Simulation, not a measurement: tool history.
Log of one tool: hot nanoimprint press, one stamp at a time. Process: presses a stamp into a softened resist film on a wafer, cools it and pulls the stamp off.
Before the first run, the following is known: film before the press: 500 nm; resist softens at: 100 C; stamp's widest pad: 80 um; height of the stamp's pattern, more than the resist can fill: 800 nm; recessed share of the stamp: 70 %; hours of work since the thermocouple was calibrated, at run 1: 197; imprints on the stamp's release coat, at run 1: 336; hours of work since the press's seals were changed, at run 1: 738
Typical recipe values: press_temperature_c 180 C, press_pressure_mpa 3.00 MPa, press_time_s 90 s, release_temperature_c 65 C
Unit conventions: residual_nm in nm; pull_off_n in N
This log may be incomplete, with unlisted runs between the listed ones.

run,day,press_temperature_c,press_pressure_mpa,press_time_s,release_temperature_c,hours of work since the thermocouple was calibrated,imprints on the stamp's release coat,hours of work since the press's seals were changed,residual_nm,pull_off_n
1,0.000,180,3.00,90,65,197,336,738,182.1,186
2,0.938,180,3.00,105,65,208,380,749,170.6,187
3,2.500,180,3.00,105,65,228,453,768,170.6,188
4,4.212,180,3.00,46,65,249,534,789,238.5,184
5,5.858,180,3.00,46,65,269,611,810,239.8,188
6,7.204,180,4.15,90,65,285,674,826,158.0,190
7,8.375,180,4.15,90,65,300,729,841,156.7,186
8,9.533,180,3.00,90,65,314,784,855,181.5,185
9,11.308,180,3.00,90,65,336,867,877,183.4,186
10,12.717,179,3.00,90,65,353,933,894,186.7,188
11,13.962,180,3.00,90,65,369,992,910,182.4,185
12,15.446,180,3.00,90,65,387,1061,928,182.1,187
13,16.333,180,3.00,90,65,398,1103,939,182.0,186
14,17.146,180,2.89,90,65,408,1141,949,185.6,185
# day 18.467: stamp cleaned and given a new release coat
15,18.533,180,2.89,90,65,422,3,963,185.5,189
16,19.783,180,1.99,90,65,437,62,978,217.5,184
17,20.512,190,3.00,60,65,446,96,987,166.5,184
# day 20.988: plate thermocouple calibrated
18,21.883,190,3.00,60,65,11,155,1002,167.1,187
19,23.188,180,3.00,47,65,27,216,1019,237.8,186
20,24.825,180,3.00,47,65,47,293,1039,237.5,190
21,26.358,180,3.00,47,65,66,365,1058,237.2,190
22,28.083,184,3.00,90,55,87,446,1079,164.0,219
23,29.133,176,3.00,53,54,100,495,1092,250.7,225
24,30.542,169,2.81,88,54,118,562,1109,257.3,223
25,31.879,169,2.81,88,54,134,624,1126,256.4,224
26,33.267,169,2.81,88,54,151,690,1143,256.6,224
27,34.817,180,4.10,110,73,170,762,1162,145.0,160
28,35.571,180,4.10,55,61,180,798,1171,195.8,198
29,37.142,180,3.00,80,50,199,871,1190,193.3,235

Alternative continuations, all from the tool just after run 29; predict every row:
A,38.617,180,3.00,54,63,217,941,1208,?,?
B,38.617,180,3.00,70,55,217,941,1208,?,?
C,38.617,184,3.00,90,65,217,941,1208,?,?
D,38.617,180,3.07,80,50,217,941,1208,?,?

run,residual_nm,pull_off_n
A,224.4,194
B,202.3,221
C,164.5,188
D,189.1,241
Had the tool no hidden state, the same runs would have come out as:
run,residual_nm,pull_off_n
A,224.5,193
B,202.4,220
C,164.5,187
D,189.2,240

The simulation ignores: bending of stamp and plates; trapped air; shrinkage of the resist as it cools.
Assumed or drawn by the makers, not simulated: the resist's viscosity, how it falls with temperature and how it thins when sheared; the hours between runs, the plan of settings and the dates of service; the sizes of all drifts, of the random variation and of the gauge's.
